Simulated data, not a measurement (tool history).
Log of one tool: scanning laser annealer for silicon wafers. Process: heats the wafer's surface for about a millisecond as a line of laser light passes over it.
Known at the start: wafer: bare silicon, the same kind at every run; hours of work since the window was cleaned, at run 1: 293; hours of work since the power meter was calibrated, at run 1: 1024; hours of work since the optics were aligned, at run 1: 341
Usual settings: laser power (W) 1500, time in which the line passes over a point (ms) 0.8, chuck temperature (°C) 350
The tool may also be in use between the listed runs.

run   hour  laser power (W)  time in which the line passes over a point (ms)  chuck temperature (°C)  hours of work since the window was cleaned  hours of work since the power meter was calibrated  hours of work since the optics were aligned  highest temperature of the surface (°C)
  1      0             1500                                              0.8                     350                                         293                                                1024                                          341                                     1119
  2   30.8             1500                                            0.966                     350                                         316                                                1047                                          364                                     1203
  3   59.5             1500                                            0.966                     350                                         337                                                1068                                          385                                     1203
  4   80.8             1455                                              0.8                     350                                         353                                                1084                                          401                                     1097
  5   98.8             1500                                              0.8                     350                                         366                                                1097                                          414                                     1116
  6  126.2             1500                                              0.8                     340                                         387                                                1118                                          435                                     1107
  7    149             1500                                              0.8                     340                                         404                                                1135                                          452                                     1105
  8  167.1             1500                                              0.8                     340                                         417                                                1148                                          465                                     1108
  9  204.2             1500                                              0.8                     340                                         445                                                1176                                          493                                     1105
 10  224.2             1500                                              0.8                     340                                         459                                                1190                                          507                                     1108
 11  244.3             1500                                              0.8                     340                                         474                                                1205                                          522                                     1106
 12  267.9             1312                                              0.8                     340                                         492                                                1223                                          540                                     1017
 13  299.6             1500                                              0.8                     350                                         515                                                1246                                          563                                     1117
 14  331.3             1500                                              0.8                     328                                         539                                                1270                                          587                                     1099
 15  353.2             1500                                              0.8                     328                                         555                                                1286                                          603                                     1096
 16  395.6             1500                                            0.962                     350                                         587                                                1318                                          635                                     1200
 17  435.4             1500                                              0.8                     346                                         616                                                1347                                          664                                     1111
 18    472             1307                                            0.844                     379                                         643                                                1374                                          691                                     1076
 19  508.5             1307                                            0.844                     379                                         671                                                1402                                          719                                     1075
     513.6  -- window over the wafer cleaned
 20  528.8             1333                                            0.844                     365                                          11                                                1415                                          732                                     1076
 21  549.2             1356                                            0.953                     354                                          26                                                1430                                          747                                     1126
 22  578.5             1356                                            0.953                     354                                          48                                                1452                                          769                                     1120
     624.3  -- optics aligned, line set to its width
 23  624.3             1500                                            0.837                     332                                          78                                                1482                                            0                                     1121
 24  643.1             1500                                            0.837                     332                                          92                                                1496                                           14                                     1121
 25  677.7             1504                                            0.664                     331                                         118                                                1522                                           40                                     1025
 26  717.8             1504                                            0.941                     331                                         148                                                1552                                           69                                     1177
 27  748.3             1415                                              0.8                     350                                         170                                                1574                                           92                                     1079
 28  777.2             1415                                              0.8                     350                                         192                                                1596                                          114                                     1080
 29  796.3             1415                                            0.649                     342                                         206                                                1610                                          128                                      993
 30  814.2             1312                                                1                     322                                         219                                                1623                                          141                                     1088
 31  854.6             1496                                            0.762                     317                                         249                                                1653                                          171                                     1065
 32  889.3             1496                                            0.762                     317                                         275                                                1679                                          197                                     1064
 33  911.9             1496                                             0.72                     317                                         292                                                1696                                          214                                     1041

3 ways to go on from here, each from the tool as it stands after run 33. What would each give?
  A  929.5             1531                                            0.684                     337                                         305                                                1709                                          227                                        ?
  B  929.5             1496                                             0.72                     332                                         305                                                1709                                          227                                        ?
  C  929.5             1500                                              0.8                     317                                         305                                                1709                                          227                                        ?

run  highest temperature of the surface (°C)
  A                                     1054
  B                                     1056
  C                                     1086
Without the tool's hidden state the same runs would have given:
run  highest temperature of the surface (°C)
  A                                     1054
  B                                     1056
  C                                     1086
